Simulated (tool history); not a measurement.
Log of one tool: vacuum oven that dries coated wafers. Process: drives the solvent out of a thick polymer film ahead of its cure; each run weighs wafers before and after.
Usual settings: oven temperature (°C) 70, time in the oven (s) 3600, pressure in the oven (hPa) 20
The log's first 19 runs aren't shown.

run    hour  oven temperature (°C)  time in the oven (s)  pressure in the oven (hPa)  solvent left in the film (%)
     1439.2  -- vacuum gauge cleaned of residue and calibrated
 20  1485.6                     70                  3180                        16.9                          4.59
 21  1579.3                     84                  6240                        19.4                          1.38
 22    1699                     84                  6240                        19.4                          1.51
     1786.1  -- vacuum gauge cleaned of residue and calibrated, once more
 23  1799.1                     61                  6240                        19.4                          6.06
 24  1866.6                     73                  3120                          20                          3.84
 25  1976.2                     73                  3120                          20                          3.82
 26  2054.2                     58                  3060                          20                          9.81
 27  2120.2                     58                  3060                          20                          9.87
 28  2172.5                     58                  2400                        79.7                         15.44
 29  2234.2                     62                  3540                        12.1                          6.87
 30  2289.4                     62                  3540                        12.1                          6.94
 31  2346.7                     58                  3540                        12.1                          8.61
 32  2441.1                     62                  3120                          20                          8.27
 33  2560.2                     62                  3120                          20                          8.24

Forecast each of these 3 alternatives for the next run:
     2593.1  -- oven's thermocouples calibrated
  A  2611.3                     58                  3600                          20                             ?
     2593.1  -- oven's thermocouples calibrated
  B  2611.3                     62                  3240                        47.4                             ?
     2593.1  -- oven's thermocouples calibrated
  C  2611.3                     77                  3120                        11.2                             ?

run  solvent left in the film (%)
  A                          8.76
  B                         10.81
  C                          1.68
Without the tool's hidden state the same runs would have given:
run  solvent left in the film (%)
  A                          8.53
  B                         10.57
  C                          1.55
